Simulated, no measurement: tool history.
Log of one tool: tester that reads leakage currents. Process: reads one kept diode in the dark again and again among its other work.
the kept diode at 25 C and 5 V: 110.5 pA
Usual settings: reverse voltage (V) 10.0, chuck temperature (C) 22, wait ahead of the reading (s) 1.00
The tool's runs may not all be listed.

run	hour	reverse voltage (V)	chuck temperature (C)	wait ahead of the reading (s)	current that the tester gives (pA)
1	0.0	10.0	22	1.00	120.15
2	25.7	10.0	54	1.00	2044.49
3	46.9	10.0	54	1.00	2030.75
4	71.4	10.0	54	2.58	2037.64
5	105.6	10.0	54	2.58	2037.98
6	121.9	10.0	54	2.58	2035.51
7	142.5	10.0	22	6.84	120.93
8	178.2	10.0	22	6.84	119.78
9	207.7	10.0	22	6.84	120.28
# hour 217.2: chuck's temperature calibrated
10	231.8	10.0	22	6.84	120.35
11	251.5	13.4	22	1.00	141.36
12	276.8	13.4	22	1.00	141.28
13	302.2	10.0	43	1.00	820.14
14	336.5	10.0	43	1.00	819.11
15	354.1	10.0	22	1.00	120.52
16	373.1	10.0	22	0.78	120.69
17	392.6	10.0	22	1.00	120.82
18	417.7	10.0	22	1.00	120.49
19	453.8	17.2	29	7.58	314.61
20	479.9	17.2	29	7.58	313.25
21	501.5	2.2	49	0.31	599.19
22	530.1	2.2	49	0.31	604.22
23	556.5	2.7	22	1.56	59.51
24	588.4	4.1	25	2.19	99.48
25	614.7	1.1	44	1.35	272.24
26	639.8	2.9	57	3.22	1336.10
27	665.2	10.0	32	0.42	311.61
28	699.2	10.0	22	3.65	119.90
29	724.9	10.0	43	1.05	823.06

Forecast run 30:
30	756.5	7.1	53	1.00	?

Run 30 gave current that the tester gives (pA) 1571.65.
Without the tool's hidden state the same run would have given current that the tester gives (pA) 1571.89.

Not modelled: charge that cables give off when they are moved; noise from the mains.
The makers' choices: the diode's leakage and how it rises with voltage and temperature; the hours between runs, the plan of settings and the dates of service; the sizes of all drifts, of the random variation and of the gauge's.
